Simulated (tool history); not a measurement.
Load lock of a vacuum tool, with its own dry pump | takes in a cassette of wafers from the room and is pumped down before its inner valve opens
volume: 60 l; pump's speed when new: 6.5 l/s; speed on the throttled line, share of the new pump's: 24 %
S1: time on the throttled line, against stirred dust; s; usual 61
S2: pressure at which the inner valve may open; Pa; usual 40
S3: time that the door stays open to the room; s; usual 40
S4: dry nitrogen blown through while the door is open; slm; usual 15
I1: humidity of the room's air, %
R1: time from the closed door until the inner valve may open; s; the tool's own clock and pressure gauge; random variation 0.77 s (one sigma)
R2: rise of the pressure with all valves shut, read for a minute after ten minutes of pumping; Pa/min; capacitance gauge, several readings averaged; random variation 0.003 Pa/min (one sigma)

run,hour,S1,S2,S3,S4,I1,R1,R2
1,0.0,61,40,40,15,40.6,125.5,0.058
2,73.7,61,40,40,15,43.9,125.1,0.055
3,119.1,61,40,40,15,47.6,123.2,0.057
4,162.1,61,40,40,15,47.0,126.8,0.064
5,249.9,61,40,40,11,46.5,125.1,0.067
6,315.6,61,40,40,11,40.7,126.6,0.061
7,377.3,61,40,40,11,45.8,124.7,0.071
8,424.8,61,40,40,11,44.0,125.0,0.066
9,484.2,61,40,40,11,43.1,124.7,0.065
10,565.0,61,40,40,11,43.4,125.2,0.067
11,606.3,61,40,40,11,43.2,125.4,0.073
12,666.1,61,40,40,11,44.8,125.3,0.069
13,729.7,61,40,65,15,41.9,125.5,0.076
14,799.2,61,40,40,15,44.1,127.0,0.069
15,862.7,61,40,40,15,47.3,126.5,0.075
16,946.8,61,40,40,15,48.3,125.3,0.077
17,994.3,61,40,40,15,46.8,126.1,0.078
18,1067.9,61,40,40,15,44.0,126.3,0.068
19,1162.1,61,40,40,15,47.1,127.0,0.080
20,1236.4,61,28,240,7,43.8,130.9,0.170
21,1281.8,58,71,144,42,45.0,118.4,0.104
22,1376.2,99,48,224,18,46.9,153.5,0.151
23,1420.3,99,48,224,18,46.9,152.8,0.148
24,1496.0,32,40,40,6,40.5,105.6,0.085
25,1565.6,32,40,40,6,45.2,106.1,0.087
26,1626.0,32,69,25,13,44.0,99.9,0.074
27,1690.9,32,69,25,13,42.9,99.6,0.076
28,1781.1,31,70,25,23,45.6,98.8,0.073
29,1839.5,31,70,25,23,45.1,99.5,0.080
30,1896.2,61,57,40,34,43.0,122.9,0.076
31,1972.5,78,40,40,12,41.5,138.1,0.084
32,2057.7,75,78,107,15,46.5,130.7,0.123
33,2139.0,75,78,107,15,45.3,130.1,0.121
34,2230.8,38,40,40,8,43.7,110.9,0.101
35,2315.3,38,40,40,8,45.7,110.4,0.105
36,2365.9,106,31,122,42,44.9,163.4,0.110
37,2411.8,34,43,59,15,46.9,108.3,0.106

Forecast each of these 4 alternatives for the next run:
A,2496.2,34,50,59,15,44.1,?,?
B,2496.2,61,40,45,15,43.9,?,?
C,2496.2,61,65,54,15,45.6,?,?
D,2496.2,42,57,40,10,48.6,?,?

run,R1,R2
A,105.8,0.105
B,127.8,0.097
C,121.7,0.114
D,110.2,0.099
Without the tool's hidden state the same runs would have given:
run,R1,R2
A,96.0,0.048
B,118.7,0.041
C,113.4,0.057
D,100.9,0.043

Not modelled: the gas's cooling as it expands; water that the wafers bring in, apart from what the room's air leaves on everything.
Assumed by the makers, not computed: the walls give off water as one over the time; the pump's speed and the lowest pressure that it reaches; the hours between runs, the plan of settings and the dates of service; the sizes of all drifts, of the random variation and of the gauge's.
